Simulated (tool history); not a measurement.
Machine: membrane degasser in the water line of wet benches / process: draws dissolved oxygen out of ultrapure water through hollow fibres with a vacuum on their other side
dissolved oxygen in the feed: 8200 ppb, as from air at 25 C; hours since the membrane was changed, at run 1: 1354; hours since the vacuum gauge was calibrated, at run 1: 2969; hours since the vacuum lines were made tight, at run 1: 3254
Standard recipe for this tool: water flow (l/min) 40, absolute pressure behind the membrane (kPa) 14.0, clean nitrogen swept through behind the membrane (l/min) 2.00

run    hour  water flow (l/min)  absolute pressure behind the membrane (kPa)  clean nitrogen swept through behind the membrane (l/min)  hours since the membrane was changed  hours since the vacuum gauge was calibrated  hours since the vacuum lines were made tight  dissolved oxygen in the water behind the degasser (ppb)  pressure that the water loses in the fibres (kPa)
  1     0.0                  40                                         14.0                                                      2.00                                  1354                                         2969                                          3254                                                    477.7                                              32.42
  2    58.6                  40                                         18.3                                                      2.00                                  1413                                         3027                                          3312                                                    638.6                                              32.33
  3    91.1                  40                                         18.3                                                      2.00                                  1445                                         3060                                          3345                                                    654.9                                              32.67
      110.7  -- seals of the vacuum lines changed
  4   142.5                  40                                         18.3                                                      2.00                                  1495                                         3109                                            32                                                    639.8                                              32.53
  5   176.0                  40                                         14.0                                                      2.00                                  1528                                         3143                                            65                                                    475.3                                              32.27
  6   208.1                  40                                         14.0                                                      2.00                                  1560                                         3175                                            97                                                    481.4                                              32.19
  7   247.5                  38                                         14.0                                                      2.00                                  1600                                         3214                                           137                                                    459.7                                              31.02
  8   301.9                  51                                         14.0                                                      2.00                                  1654                                         3269                                           191                                                    589.4                                              40.85
  9   360.7                  40                                         14.0                                                      2.00                                  1713                                         3327                                           250                                                    479.1                                              32.24
 10   408.9                  40                                         14.0                                                      2.00                                  1761                                         3376                                           298                                                    468.6                                              32.49
 11   459.5                  40                                         14.0                                                      2.00                                  1812                                         3426                                           349                                                    479.4                                              32.67
 12   530.1                  40                                         14.0                                                      2.04                                  1882                                         3497                                           419                                                    468.2                                              32.44
 13   573.7                  40                                         14.0                                                      2.04                                  1926                                         3540                                           463                                                    475.1                                              32.33
 14   609.1                  40                                         14.0                                                      2.04                                  1961                                         3576                                           498                                                    462.3                                              32.44
 15   662.7                  40                                         14.0                                                      2.04                                  2015                                         3629                                           552                                                    465.3                                              32.64
 16   720.9                  40                                         14.0                                                      2.00                                  2073                                         3688                                           610                                                    478.7                                              32.53
 17   771.1                  40                                         14.0                                                      2.43                                  2123                                         3738                                           660                                                    409.2                                              32.61
 18   803.8                  26                                         14.0                                                      2.00                                  2156                                         3771                                           693                                                    321.9                                              20.80
 19   866.7                  35                                         15.0                                                      1.42                                  2219                                         3833                                           756                                                    604.3                                              28.17
 20   936.6                  45                                         13.8                                                      2.19                                  2289                                         3903                                           826                                                    487.7                                              36.27
 21   984.9                  41                                          9.1                                                      1.26                                  2337                                         3952                                           874                                                    402.5                                              33.00
 22  1054.4                  40                                         29.2                                                      2.00                                  2407                                         4021                                           944                                                   1053.8                                              32.53
 23  1118.5                  28                                         14.0                                                      1.98                                  2471                                         4085                                          1008                                                    353.4                                              22.70
 24  1187.5                  40                                         28.1                                                      1.07                                  2540                                         4154                                          1077                                                   1585.8                                              32.60
 25  1236.0                  49                                         14.0                                                      2.13                                  2588                                         4203                                          1125                                                    537.3                                              39.89
 26  1302.9                  40                                         20.2                                                      1.03                                  2655                                         4270                                          1192                                                   1181.7                                              32.38
 27  1351.4                  40                                         20.2                                                      1.03                                  2704                                         4318                                          1241                                                   1197.3                                              32.46
 28  1411.5                  40                                         20.2                                                      2.23                                  2764                                         4378                                          1301                                                    660.2                                              32.34
 29  1442.6                  58                                         14.0                                                      0.92                                  2795                                         4409                                          1332                                                   1132.6                                              46.78
 30  1513.3                  58                                         14.0                                                      0.92                                  2866                                         4480                                          1403                                                   1152.7                                              46.90
 31  1560.4                  58                                         14.0                                                      0.92                                  2913                                         4527                                          1450                                                   1153.1                                              46.91

Hidden state at the last listed run before each entry between runs and at the first one after, where it differs:
Runs 3 to 4: seals of the vacuum lines changed (hour 110.7)
  air that leaks in behind the membrane, l/min: 0.0024 -> 0.002

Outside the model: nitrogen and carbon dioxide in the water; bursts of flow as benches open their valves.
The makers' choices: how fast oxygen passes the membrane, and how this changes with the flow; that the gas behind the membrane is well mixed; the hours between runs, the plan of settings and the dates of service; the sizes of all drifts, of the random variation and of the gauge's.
